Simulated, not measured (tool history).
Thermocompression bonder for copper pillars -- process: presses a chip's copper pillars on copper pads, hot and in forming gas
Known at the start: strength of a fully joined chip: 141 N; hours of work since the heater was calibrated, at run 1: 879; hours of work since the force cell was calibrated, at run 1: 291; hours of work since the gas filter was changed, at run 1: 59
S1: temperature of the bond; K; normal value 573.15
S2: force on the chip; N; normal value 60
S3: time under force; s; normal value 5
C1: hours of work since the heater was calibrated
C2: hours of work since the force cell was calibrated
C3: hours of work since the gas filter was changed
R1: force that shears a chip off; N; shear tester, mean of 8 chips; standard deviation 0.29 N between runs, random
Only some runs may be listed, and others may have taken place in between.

{"run": 1, "hour": 0.0, "S1": 573.15, "S2": 60, "S3": 5, "C1": 879, "C2": 291, "C3": 59, "R1": 46.3}
{"run": 2, "hour": 8.7, "S1": 573.15, "S2": 60, "S3": 5, "C1": 886, "C2": 298, "C3": 66, "R1": 46.3}
{"run": 3, "hour": 18.2, "S1": 573.15, "S2": 60, "S3": 5, "C1": 894, "C2": 305, "C3": 73, "R1": 46.8}
{"run": 4, "hour": 26.2, "S1": 573.15, "S2": 60, "S3": 5, "C1": 900, "C2": 312, "C3": 80, "R1": 45.8}
{"run": 5, "hour": 35.0, "S1": 573.15, "S2": 60, "S3": 5, "C1": 907, "C2": 318, "C3": 87, "R1": 47.3}
{"run": 6, "hour": 42.2, "S1": 573.15, "S2": 60, "S3": 5, "C1": 912, "C2": 324, "C3": 92, "R1": 47}
{"run": 7, "hour": 51.5, "S1": 573.15, "S2": 60, "S3": 5, "C1": 920, "C2": 331, "C3": 100, "R1": 46.5}
{"run": 8, "hour": 62.7, "S1": 553.15, "S2": 60, "S3": 5, "C1": 928, "C2": 340, "C3": 108, "R1": 37.7}
{"run": 9, "hour": 73.8, "S1": 553.15, "S2": 60, "S3": 5, "C1": 937, "C2": 349, "C3": 117, "R1": 37.5}
{"run": 10, "hour": 81.5, "S1": 553.15, "S2": 60, "S3": 5, "C1": 943, "C2": 355, "C3": 123, "R1": 37.4}
{"run": 11, "hour": 86.5, "S1": 553.15, "S2": 60, "S3": 13, "C1": 947, "C2": 359, "C3": 127, "R1": 55.8}
{"run": 12, "hour": 96.5, "S1": 553.15, "S2": 60, "S3": 13, "C1": 955, "C2": 367, "C3": 135, "R1": 55.8}
{"run": 13, "hour": 102.9, "S1": 553.15, "S2": 73, "S3": 13, "C1": 960, "C2": 372, "C3": 140, "R1": 65.1}
{"hour": 105.1, "done": "force cell calibrated"}
{"run": 14, "hour": 110.0, "S1": 575.15, "S2": 73, "S3": 3, "C1": 964, "C2": 4, "C3": 144, "R1": 46.4}
{"run": 15, "hour": 118.8, "S1": 585.15, "S2": 60, "S3": 8, "C1": 971, "C2": 11, "C3": 151, "R1": 63}
{"run": 16, "hour": 123.5, "S1": 585.15, "S2": 60, "S3": 8, "C1": 975, "C2": 14, "C3": 155, "R1": 62.5}
{"run": 17, "hour": 128.5, "S1": 563.15, "S2": 72, "S3": 3, "C1": 979, "C2": 18, "C3": 159, "R1": 40.1}
{"run": 18, "hour": 138.9, "S1": 583.15, "S2": 44, "S3": 4, "C1": 987, "C2": 27, "C3": 167, "R1": 34.7}
{"run": 19, "hour": 147.3, "S1": 602.15, "S2": 72, "S3": 4, "C1": 994, "C2": 33, "C3": 173, "R1": 64}
{"run": 20, "hour": 158.3, "S1": 573.15, "S2": 72, "S3": 7, "C1": 1002, "C2": 42, "C3": 182, "R1": 61.7}
{"hour": 163.3, "done": "force cell calibrated, once more"}
{"run": 21, "hour": 167.9, "S1": 554.15, "S2": 74, "S3": 7, "C1": 1009, "C2": 4, "C3": 188, "R1": 51.8}
{"run": 22, "hour": 173.7, "S1": 595.15, "S2": 60, "S3": 5, "C1": 1013, "C2": 8, "C3": 193, "R1": 55.8}
{"run": 23, "hour": 181.4, "S1": 548.15, "S2": 49, "S3": 7, "C1": 1019, "C2": 14, "C3": 199, "R1": 32.8}
{"run": 24, "hour": 190.6, "S1": 548.15, "S2": 51, "S3": 7, "C1": 1026, "C2": 21, "C3": 206, "R1": 34.3}
{"run": 25, "hour": 201.6, "S1": 548.15, "S2": 51, "S3": 7, "C1": 1035, "C2": 30, "C3": 215, "R1": 34}
{"run": 26, "hour": 207.0, "S1": 547.15, "S2": 88, "S3": 7, "C1": 1039, "C2": 34, "C3": 219, "R1": 55.1}

4 options for the next run, each taken on its own from the tool as it stands now. Forecast them:
{"hour": 212.6, "done": "heater calibrated with a thermocouple chip"}
{"run": "A", "hour": 218.0, "S1": 566.15, "S2": 42, "S3": 7, "C1": 4, "C2": 41, "C3": 226, "R1": "?"}
{"hour": 212.6, "done": "heater calibrated with a thermocouple chip"}
{"run": "B", "hour": 218.0, "S1": 589.15, "S2": 76, "S3": 7, "C1": 4, "C2": 41, "C3": 226, "R1": "?"}
{"hour": 212.6, "done": "heater calibrated with a thermocouple chip"}
{"run": "C", "hour": 218.0, "S1": 550.15, "S2": 60, "S3": 5, "C1": 4, "C2": 41, "C3": 226, "R1": "?"}
{"hour": 212.6, "done": "heater calibrated with a thermocouple chip"}
{"run": "D", "hour": 218.0, "S1": 572.15, "S2": 60, "S3": 4, "C1": 4, "C2": 41, "C3": 226, "R1": "?"}

run=A R1=38.5
run=B R1=76.6
run=C R1=39.1
run=D R1=44.8
Without the tool's unlogged condition, the same runs would have read:
run=A R1=39
run=B R1=77.7
run=C R1=39.6
run=D R1=45.3
